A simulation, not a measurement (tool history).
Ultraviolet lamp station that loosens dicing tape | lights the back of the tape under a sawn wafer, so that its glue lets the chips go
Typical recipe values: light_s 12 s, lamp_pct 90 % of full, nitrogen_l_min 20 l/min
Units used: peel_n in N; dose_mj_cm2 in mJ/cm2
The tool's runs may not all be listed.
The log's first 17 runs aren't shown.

run,hour,light_s,lamp_pct,nitrogen_l_min,peel_n,dose_mj_cm2
18,192.6,12,90,20,0.353,502
19,206.1,12,96,20,0.308,530
20,212.4,14,72,8,0.631,463
21,222.6,14,100,21,0.239,645
22,233.5,6,97,20,1.076,271
23,239.8,6,97,20,1.105,267
# hour 241.5: window cleaned of glue's vapour
24,250.6,9,64,20,0.887,299
25,265,8,61,24,1.109,257
26,277.3,8,91,33,0.448,383
27,285.3,22,91,33,0.22,1038
28,297.4,11,91,33,0.28,522
29,309.4,11,91,33,0.283,520
30,321.4,11,91,33,0.281,518
31,332.5,11,91,33,0.276,512
32,346.1,12,67,10,0.712,411
33,360.2,12,67,10,0.718,408
34,370.1,9,75,7,1.18,343
35,383.4,9,85,14,0.647,388

Below are 4 alternative next runs, each starting from the tool's condition after run 35. Predict each:
A,396.2,7,64,14,?,?
B,396.2,9,75,14,?,?
C,396.2,12,87,20,?,?
D,396.2,19,62,9,?,?

run,peel_n,dose_mj_cm2
A,1.628,224
B,0.82,343
C,0.3,531
D,0.381,597
The same runs, with their run-to-run variation unchanged, on a tool lacking any hidden condition would have given:
run,peel_n,dose_mj_cm2
A,1.413,246
B,0.686,378
C,0.264,584
D,0.329,656
